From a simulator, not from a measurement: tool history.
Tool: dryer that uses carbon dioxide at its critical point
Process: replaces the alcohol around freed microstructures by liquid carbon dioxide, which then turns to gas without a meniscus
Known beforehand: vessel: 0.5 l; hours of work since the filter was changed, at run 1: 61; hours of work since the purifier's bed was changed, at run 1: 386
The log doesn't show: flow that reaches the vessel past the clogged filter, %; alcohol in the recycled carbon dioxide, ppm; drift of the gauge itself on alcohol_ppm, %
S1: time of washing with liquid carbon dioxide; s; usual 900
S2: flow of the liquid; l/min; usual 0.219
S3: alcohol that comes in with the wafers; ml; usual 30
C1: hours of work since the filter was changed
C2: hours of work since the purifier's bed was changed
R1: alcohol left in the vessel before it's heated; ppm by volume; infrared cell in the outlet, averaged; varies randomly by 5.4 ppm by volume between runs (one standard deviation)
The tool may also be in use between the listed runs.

run,hour,S1,S2,S3,C1,C2,R1
1,0.0,900,0.219,30,61,386,214
2,24.6,900,0.219,30,75,400,210
3,53.2,900,0.326,30,92,417,77
4,71.5,900,0.219,21,102,427,181
5,98.7,900,0.219,21,118,443,178
6,115.7,900,0.176,21,127,452,462
7,131.7,900,0.176,89,137,461,1723
8,157.1,960,0.219,30,151,476,200
9,177.9,1140,0.219,30,163,488,116
10,195.0,900,0.219,24,173,497,238
11,216.0,900,0.219,30,185,509,283
12,240.8,900,0.219,30,199,524,287
13,263.9,1380,0.219,30,212,537,94
14,278.5,840,0.177,38,220,545,1172
# hour 296.6: inlet filter changed
15,300.8,600,0.219,45,2,557,1606
16,318.9,660,0.133,21,13,568,2873
17,338.5,600,0.146,29,24,579,3949
18,360.8,600,0.146,29,37,592,3953
19,383.3,1200,0.219,83,49,604,152
20,409.2,1200,0.219,83,64,619,148
21,423.8,1200,0.219,83,73,627,148
22,437.6,1380,0.247,26,80,635,95
23,460.4,1440,0.259,36,93,648,94
24,487.6,1020,0.259,36,109,664,135
25,500.5,780,0.219,30,116,671,464
26,529.0,780,0.219,30,133,687,511

Below are 4 alternative next runs, each starting from the tool's condition after run 26. Predict each:
A,541.7,900,0.180,30,140,695,?
B,541.7,900,0.329,23,140,695,?
C,541.7,780,0.142,30,140,695,?
D,541.7,780,0.219,37,140,695,?

run,R1
A,615
B,111
C,2348
D,599
The same runs, with their run-to-run variation unchanged, on a tool lacking any hidden condition would have given:
run,R1
A,385
B,8
C,1845
D,371
